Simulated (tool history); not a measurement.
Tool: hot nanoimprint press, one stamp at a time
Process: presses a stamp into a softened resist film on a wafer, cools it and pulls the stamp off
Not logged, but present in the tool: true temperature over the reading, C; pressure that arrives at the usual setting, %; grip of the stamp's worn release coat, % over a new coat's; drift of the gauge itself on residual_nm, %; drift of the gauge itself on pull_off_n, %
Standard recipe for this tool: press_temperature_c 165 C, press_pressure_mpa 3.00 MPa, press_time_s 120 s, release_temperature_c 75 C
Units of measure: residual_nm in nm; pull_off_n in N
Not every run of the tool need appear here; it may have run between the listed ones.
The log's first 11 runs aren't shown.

run,day,press_temperature_c,press_pressure_mpa,press_time_s,release_temperature_c,hours of work since the thermocouple was calibrated,imprints on the stamp's release coat,hours of work since the press's seals were changed,residual_nm,pull_off_n
12,3.862,165,3.00,120,75,280,1896,262,87.6,242
13,4.150,165,3.00,120,75,284,1922,266,87.4,234
14,4.608,162,3.00,120,75,292,1964,274,100.2,237
15,4.804,162,3.00,120,75,295,1982,277,100.3,236
16,5.021,158,3.00,143,61,299,2001,280,112.9,294
17,5.246,158,3.00,143,61,302,2022,284,113.5,289
18,5.600,158,3.00,143,61,308,2054,290,113.1,299
19,5.817,157,2.27,157,73,312,2074,293,130.9,251
20,6.083,165,2.79,120,75,316,2098,298,91.2,246
# day 6.446: stamp cleaned and given a new release coat
21,6.600,165,2.79,120,75,320,14,302,90.9,157
22,6.942,165,2.79,120,75,326,45,308,91.4,158
23,7.150,158,3.99,192,83,329,64,311,88.4,142
24,7.429,156,2.55,82,75,334,90,316,149.3,162
25,7.721,165,2.28,120,78,338,116,320,101.3,156
26,7.933,165,2.28,132,77,342,135,324,98.4,164
27,8.121,165,2.28,132,77,345,153,327,97.9,159
28,8.429,172,2.28,130,77,350,181,332,72.4,160
29,8.825,165,3.40,199,75,357,217,338,67.9,173
30,9.162,165,3.40,199,75,362,247,344,68.4,167

Consider 3 possible next runs. They are alternatives, not a sequence: every one starts from the tool as it was left by run 30. What does each give?
A,9.371,167,3.45,147,75,365,266,347,?,?
B,9.371,165,3.40,174,75,365,266,347,?,?
C,9.371,177,3.00,68,65,365,266,347,?,?

run,residual_nm,pull_off_n
A,68.6,169
B,71.2,166
C,62.4,196
Take away the tool's hidden state, keep each run's random variation, and the runs would have read:
run,residual_nm,pull_off_n
A,71.5,161
B,74.4,159
C,64.8,187
